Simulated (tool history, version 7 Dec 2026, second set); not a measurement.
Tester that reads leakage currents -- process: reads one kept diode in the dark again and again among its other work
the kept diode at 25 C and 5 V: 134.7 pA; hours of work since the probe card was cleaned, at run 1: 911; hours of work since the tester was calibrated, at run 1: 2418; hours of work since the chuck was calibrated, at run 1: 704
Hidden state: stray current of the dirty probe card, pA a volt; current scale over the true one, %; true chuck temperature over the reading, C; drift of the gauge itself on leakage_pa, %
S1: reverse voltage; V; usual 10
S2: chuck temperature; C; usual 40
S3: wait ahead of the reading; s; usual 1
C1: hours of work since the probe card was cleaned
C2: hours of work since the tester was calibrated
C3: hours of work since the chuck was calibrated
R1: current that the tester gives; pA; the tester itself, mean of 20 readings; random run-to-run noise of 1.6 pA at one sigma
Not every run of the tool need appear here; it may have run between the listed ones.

Run 1, hour 0: usual settings; C1 911; C2 2418; C3 704. Result: R1 629.67 pA.
At hour 19: chuck's temperature calibrated.
Run 2, hour 81: usual settings; C1 974; C2 2481; C3 49. Result: R1 658.11 pA.
Run 3, hour 158: usual settings; C1 1036; C2 2542; C3 111. Result: R1 661.23 pA.
Run 4, hour 251.1: usual settings; C1 1110; C2 2617; C3 185. Result: R1 675.02 pA.
At hour 301.8: chuck's temperature calibrated, once more.
Run 5, hour 313.2: usual settings; C1 1158; C2 2664; C3 9. Result: R1 549.96 pA.
Run 6, hour 356.8: usual settings but S1 15.7 V; C1 1193; C2 2699; C3 44. Result: R1 691.42 pA.
Run 7, hour 397.4: usual settings; C1 1225; C2 2732; C3 76. Result: R1 556.09 pA.
Run 8, hour 440.8: usual settings; C1 1260; C2 2766; C3 111. Result: R1 560.77 pA.
Run 9, hour 533.7: usual settings; C1 1334; C2 2840; C3 185. Result: R1 567.89 pA.
At hour 611.5: probe card cleaned and baked.
Run 10, hour 618.2: usual settings but S3 0.34 s; C1 5; C2 2905; C3 250. Result: R1 572.93 pA.
Run 11, hour 674.3: usual settings but S3 0.34 s; C1 50; C2 2950; C3 294. Result: R1 579.3 pA.
Run 12, hour 729: usual settings; C1 94; C2 2993; C3 338. Result: R1 575.28 pA.
Run 13, hour 786.3: usual settings; C1 139; C2 3039; C3 384. Result: R1 575.11 pA.
Run 14, hour 852.7: usual settings but S1 6.6 V; C1 192; C2 3092; C3 437. Result: R1 475.2 pA.
Run 15, hour 932.3: usual settings but S1 6.6 V; C1 256; C2 3156; C3 500. Result: R1 480.66 pA.
Run 16, hour 1020: usual settings but S1 6.6 V, S3 1.24 s; C1 326; C2 3225; C3 570. Result: R1 488.69 pA.
Run 17, hour 1085.6: usual settings but S1 6.6 V, S2 22 C, S3 1.24 s; C1 378; C2 3278; C3 622. Result: R1 142.84 pA.
Run 18, hour 1163.9: usual settings but S1 6.6 V, S2 22 C, S3 1.24 s; C1 440; C2 3340; C3 685. Result: R1 143.77 pA.
At hour 1207: chuck's temperature calibrated.
Run 19, hour 1221.4: usual settings but S1 19.7 V, S2 42 C, S3 3.65 s; C1 484; C2 3384; C3 11. Result: R1 884.11 pA.
Run 20, hour 1270.9: usual settings but S1 19.7 V, S2 42 C, S3 3.65 s; C1 524; C2 3424; C3 51. Result: R1 896.61 pA.
Run 21, hour 1356.6: usual settings but S1 19.7 V, S2 42 C, S3 3.65 s; C1 592; C2 3492; C3 119. Result: R1 900.39 pA.
Run 22, hour 1420.4: usual settings but S1 1.6 V, S2 28 C, S3 0.82 s; C1 643; C2 3543; C3 170. Result: R1 102.99 pA.
Run 23, hour 1475.7: usual settings but S1 19.8 V, S2 35 C, S3 0.82 s; C1 687; C2 3587; C3 214. Result: R1 588.35 pA.
Run 24, hour 1514.8: usual settings but S1 3.9 V, S2 59 C, S3 0.82 s; C1 718; C2 3618; C3 245. Result: R1 1189.39 pA.
Run 25, hour 1572.3: usual settings but S2 58 C; C1 764; C2 3664; C3 291. Result: R1 1794.63 pA.
Run 26, hour 1615.9: usual settings but S1 5.7 V, S2 48 C; C1 799; C2 3699; C3 326. Result: R1 748.73 pA.
Run 27, hour 1690.1: usual settings but S1 14.3 V, S2 33 C, S3 2.56 s; C1 858; C2 3758; C3 385. Result: R1 447.24 pA.
Run 28, hour 1755.6: usual settings but S1 14.3 V, S2 33 C, S3 2.56 s; C1 910; C2 3810; C3 437. Result: R1 452.19 pA.
Run 29, hour 1839.7: usual settings but S1 6.7 V, S2 39 C, S3 2.88 s; C1 977; C2 3877; C3 504. Result: R1 468.78 pA.
Run 30, hour 1922.3: usual settings but S1 1.6 V, S2 42 C, S3 0.65 s; C1 1043; C2 3943; C3 570. Result: R1 286.62 pA.
Run 31, hour 1998.7: usual settings but S2 24 C, S3 0.43 s; C1 1104; C2 4004; C3 631. Result: R1 218.03 pA.
Run 32, hour 2091.9: usual settings but S2 24 C, S3 0.43 s; C1 1178; C2 4078; C3 705. Result: R1 222.2 pA.
At hour 2110.5: chuck's temperature calibrated.
Run 33, hour 2160.7: usual settings but S2 36 C, S3 4.77 s; C1 1232; C2 4131; C3 40. Result: R1 428.12 pA.
At hour 2206.9: tester calibrated.
Run 34, hour 2250.7: usual settings but S2 36 C, S3 4.77 s; C1 1302; C2 35; C3 110. Result: R1 425.54 pA.
Run 35, hour 2325.4: usual settings but S1 3.8 V, S2 41 C, S3 7.9 s; C1 1361; C2 94; C3 170. Result: R1 371.39 pA.

Below, some changes in R1 between adjacent runs. For each, the amount present without the hidden state too (settings, incoming material, random variation) and the amount remaining for the hidden state with gauge scatter not shared by both compared results:
Run 4 -> 5: chuck's temperature calibrated, once more. R1 -125.06 pA: hidden state -122.36, all else -2.7.
Run 18 -> 19: S1 6.6 -> 19.7, S2 22 -> 42, S3 1.24 -> 3.65, chuck's temperature calibrated. R1 +740.34 pA: hidden state +10.54, all else +729.8.
Run 21 -> 22: S1 19.7 -> 1.6, S2 42 -> 28, S3 3.65 -> 0.82. R1 -797.4 pA: hidden state -40.25, all else -757.15.
Run 24 -> 25: S1 3.9 -> 10, S2 59 -> 58, S3 0.82 -> 1. R1 +605.24 pA: hidden state +50.91, all else +554.33.
Run 25 -> 26: S1 10 -> 5.7, S2 58 -> 48. R1 -1045.9 pA: hidden state -64.96, all else -980.94.
